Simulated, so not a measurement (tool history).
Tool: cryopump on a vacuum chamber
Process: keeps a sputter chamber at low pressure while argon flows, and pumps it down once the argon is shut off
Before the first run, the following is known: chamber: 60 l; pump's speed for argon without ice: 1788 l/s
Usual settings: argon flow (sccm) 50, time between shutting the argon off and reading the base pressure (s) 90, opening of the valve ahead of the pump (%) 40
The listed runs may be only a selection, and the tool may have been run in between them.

| run | hour | argon flow (sccm) | time between shutting the argon off and reading the base pressure (s) | opening of the valve ahead of the pump (%) | pressure while argon flows (Pa) | pressure after the wait (uPa) |
|---|---|---|---|---|---|---|
| 1 | 0.0 | 50 | 90 | 40 | 0.1237 | 1.82 |
| 2 | 55.0 | 50 | 90 | 40 | 0.1229 | 1.82 |
| 3 | 143.4 | 30 | 90 | 40 | 0.0752 | 2.00 |
| 4 | 233.0 | 30 | 90 | 40 | 0.0752 | 2.14 |
| 5 | 299.9 | 50 | 70 | 40 | 0.1262 | 2.34 |
| 6 | 389.3 | 50 | 70 | 40 | 0.1283 | 2.50 |
| 7 | 430.8 | 50 | 70 | 40 | 0.1280 | 2.49 |
| 8 | 475.1 | 50 | 70 | 40 | 0.1291 | 2.51 |
|  | 494.4 | pump warmed up, emptied and cooled again |
| 9 | 539.6 | 50 | 70 | 40 | 0.1196 | 2.37 |
|  | 577.7 | leaking fittings of the chamber tightened, without venting |
| 10 | 577.7 | 50 | 90 | 40 | 0.1199 | 0.63 |
| 11 | 619.0 | 50 | 90 | 40 | 0.1187 | 0.72 |
| 12 | 663.1 | 50 | 90 | 40 | 0.1214 | 0.69 |
| 13 | 720.2 | 58 | 90 | 55 | 0.1024 | 0.80 |
| 14 | 763.3 | 91 | 90 | 30 | 0.2928 | 0.81 |
| 15 | 828.7 | 91 | 90 | 30 | 0.2955 | 0.91 |
| 16 | 903.4 | 91 | 53 | 17 | 0.5159 | 1.30 |
| 17 | 990.8 | 50 | 36 | 40 | 0.1244 | 1.76 |
| 18 | 1038.0 | 50 | 90 | 22 | 0.2212 | 1.10 |
| 19 | 1118.0 | 50 | 20 | 53 | 0.0957 | 2.79 |

Run 20 is up next; what results do you expect?
| 20 | 1168.6 | 50 | 20 | 53 | ? | ? |

{"run 20": {"pressure while argon flows (Pa)": 0.0975, "pressure after the wait (uPa)": 3.0}}
Had the tool carried no hidden state, the very same run would have given pressure while argon flows (Pa) 0.0894, pressure after the wait (uPa) 2.33.
